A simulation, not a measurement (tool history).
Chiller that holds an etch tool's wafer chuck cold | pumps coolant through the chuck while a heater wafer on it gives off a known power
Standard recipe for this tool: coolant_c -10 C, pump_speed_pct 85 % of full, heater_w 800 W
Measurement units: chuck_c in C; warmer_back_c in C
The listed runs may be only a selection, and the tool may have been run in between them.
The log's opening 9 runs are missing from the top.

run    hour  coolant_c  pump_speed_pct  heater_w  hours since the coolant was changed and the channels were flushed  hours since the pump was overhauled  hours since the chiller's thermometer was calibrated  chuck_c  warmer_back_c
 10  1259.1        -10              85       800                                                               2764                                 7946                                                   279       -4           3.28
 11  1376.5        -10              85       800                                                               2881                                 8064                                                   397     -3.9           3.27
 12  1518.6        -10              85       800                                                               3023                                 8206                                                   539     -3.9           3.27
 13  1715.3        -10              85       800                                                               3220                                 8403                                                   736     -3.8           3.26
 14  1914.4        -10              85       800                                                               3419                                 8602                                                   935     -3.8           3.29
 15    2093        -10              63       800                                                               3598                                 8780                                                  1113     -2.1            4.4
 16  2176.5        -10              63       800                                                               3681                                 8864                                                  1197     -2.2           4.38
 17  2330.7        -10              79       800                                                               3835                                 9018                                                  1351     -3.6           3.53
 18  2490.4        -10              79       800                                                               3995                                 9178                                                  1511     -3.6           3.54
 19    2623        -10              82       460                                                               4128                                 9310                                                  1643     -6.6           1.93
 20  2813.9        -10              72       791                                                               4319                                 9501                                                  1834     -3.1           3.82
 21  2971.1        -10              72       791                                                               4476                                 9658                                                  1991     -3.1           3.83
     3074.8  -- chiller's thermometer calibrated
 22  3160.4         -8              90       774                                                               4664                                 9847                                                    86     -2.4            2.9
 23  3336.6         -8              90       774                                                               4840                                10023                                                   262     -2.5           2.95
 24  3532.4         -8              90       774                                                               5036                                10219                                                   458     -2.5           2.95
 25  3622.6        -10              73       628                                                               5126                                10309                                                   548     -4.7           3.03
 26  3735.8        -10              73       628                                                               5240                                10422                                                   661     -4.6           2.99
 27  3844.4        -11              67       484                                                               5348                                10531                                                   770     -6.5           2.49
 28  3960.2        -11              67       484                                                               5464                                10646                                                   885     -6.3            2.5
 29    4082        -10              85       751                                                               5586                                10768                                                  1007     -4.3           3.04
 30    4270        -10              85      1071                                                               5774                                10956                                                  1195     -1.9           4.35

Run 31 comes next. What will it give?
 31  4436.7        -10              85       998                                                               5941                                11123                                                  1362        ?              ?

chuck_c: -2.5 C
warmer_back_c: 4.03 C
With no hidden state in the tool, this same run would have given chuck_c -2.6 C, warmer_back_c 4.02 C.
